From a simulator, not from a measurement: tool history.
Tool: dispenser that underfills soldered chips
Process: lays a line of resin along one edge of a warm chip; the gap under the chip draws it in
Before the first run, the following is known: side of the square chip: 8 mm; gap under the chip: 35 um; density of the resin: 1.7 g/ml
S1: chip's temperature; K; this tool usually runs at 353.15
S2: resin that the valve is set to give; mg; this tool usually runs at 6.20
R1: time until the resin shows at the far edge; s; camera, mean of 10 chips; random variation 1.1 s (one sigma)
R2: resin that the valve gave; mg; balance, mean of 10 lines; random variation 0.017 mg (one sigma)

| run | hour | S1 | S2 | R1 | R2 |
|---|---|---|---|---|---|
| 1 | 0.0 | 353.15 | 6.20 | 126.0 | 6.15 |
|  | 4.4 | new syringe of resin |
| 2 | 4.9 | 353.15 | 5.92 | 103.1 | 5.85 |
| 3 | 7.7 | 353.15 | 6.20 | 111.4 | 6.15 |
| 4 | 9.9 | 353.15 | 6.20 | 118.4 | 6.13 |
| 5 | 14.4 | 353.15 | 6.20 | 135.6 | 6.14 |
|  | 16.5 | new syringe of resin |
| 6 | 18.0 | 342.15 | 6.20 | 158.1 | 6.09 |
| 7 | 22.2 | 342.15 | 6.20 | 180.7 | 6.09 |
|  | 24.0 | dispensing valve cleaned and set on the balance |
| 8 | 26.2 | 342.15 | 6.20 | 201.1 | 6.18 |
|  | 29.8 | new syringe of resin |
| 9 | 29.9 | 342.15 | 6.20 | 150.1 | 6.18 |
| 10 | 33.4 | 342.15 | 7.76 | 164.0 | 7.74 |
| 11 | 38.1 | 360.15 | 7.76 | 100.8 | 7.71 |
| 12 | 41.4 | 360.15 | 7.76 | 112.1 | 7.72 |
|  | 42.1 | new syringe of resin |
| 13 | 45.7 | 353.15 | 6.20 | 114.2 | 6.16 |
| 14 | 48.6 | 353.15 | 5.70 | 124.1 | 5.63 |
| 15 | 52.9 | 353.15 | 5.70 | 141.8 | 5.66 |
|  | 54.3 | new syringe of resin |
| 16 | 57.8 | 354.15 | 6.20 | 109.0 | 6.17 |
| 17 | 61.1 | 354.15 | 6.20 | 121.4 | 6.14 |
| 18 | 65.4 | 354.15 | 6.20 | 135.8 | 6.13 |
|  | 66.4 | new syringe of resin |
| 19 | 67.8 | 354.15 | 6.20 | 103.3 | 6.13 |
| 20 | 71.6 | 354.15 | 6.20 | 114.2 | 6.10 |
| 21 | 73.9 | 356.15 | 6.56 | 115.0 | 6.45 |
| 22 | 78.0 | 356.15 | 6.56 | 127.7 | 6.44 |
|  | 78.7 | new syringe of resin |
| 23 | 82.0 | 367.15 | 6.94 | 69.9 | 6.81 |
| 24 | 84.7 | 347.15 | 6.14 | 152.9 | 6.03 |
| 25 | 86.7 | 361.15 | 7.07 | 98.4 | 6.97 |
|  | 90.8 | new syringe of resin |
| 26 | 90.8 | 361.15 | 7.07 | 76.5 | 6.93 |
| 27 | 93.6 | 346.15 | 6.20 | 143.0 | 6.06 |
|  | 95.2 | dispensing valve cleaned and set on the balance |
| 28 | 97.7 | 346.15 | 6.20 | 153.1 | 6.18 |
| 29 | 102.4 | 346.15 | 6.20 | 176.4 | 6.21 |
|  | 103.9 | new syringe of resin |
| 30 | 106.4 | 343.15 | 6.18 | 152.1 | 6.16 |
| 31 | 108.9 | 352.15 | 5.48 | 122.9 | 5.45 |
| 32 | 111.5 | 353.15 | 6.45 | 125.7 | 6.45 |
|  | 115.9 | new syringe of resin |
| 33 | 116.0 | 353.15 | 6.45 | 99.7 | 6.39 |
| 34 | 119.2 | 353.15 | 6.45 | 109.8 | 6.38 |
| 35 | 123.0 | 368.15 | 5.74 | 75.4 | 5.67 |
| 36 | 126.6 | 350.15 | 5.74 | 152.4 | 5.69 |
|  | 128.2 | new syringe of resin |
| 37 | 131.7 | 358.15 | 5.73 | 92.9 | 5.68 |

3 options for the next run, each taken on its own from the tool as it stands now. Forecast them:
| A | 135.9 | 363.15 | 6.20 | ? | ? |
| B | 135.9 | 340.15 | 5.51 | ? | ? |
| C | 135.9 | 353.15 | 6.69 | ? | ? |

| run | R1 | R2 |
|---|---|---|
| A | 88.3 | 6.14 |
| B | 206.1 | 5.47 |
| C | 124.8 | 6.62 |
Stripped of hidden state, with their random variation kept, the same runs would have yielded:
| run | R1 | R2 |
|---|---|---|
| A | 72.9 | 6.21 |
| B | 170.9 | 5.53 |
| C | 103.3 | 6.69 |
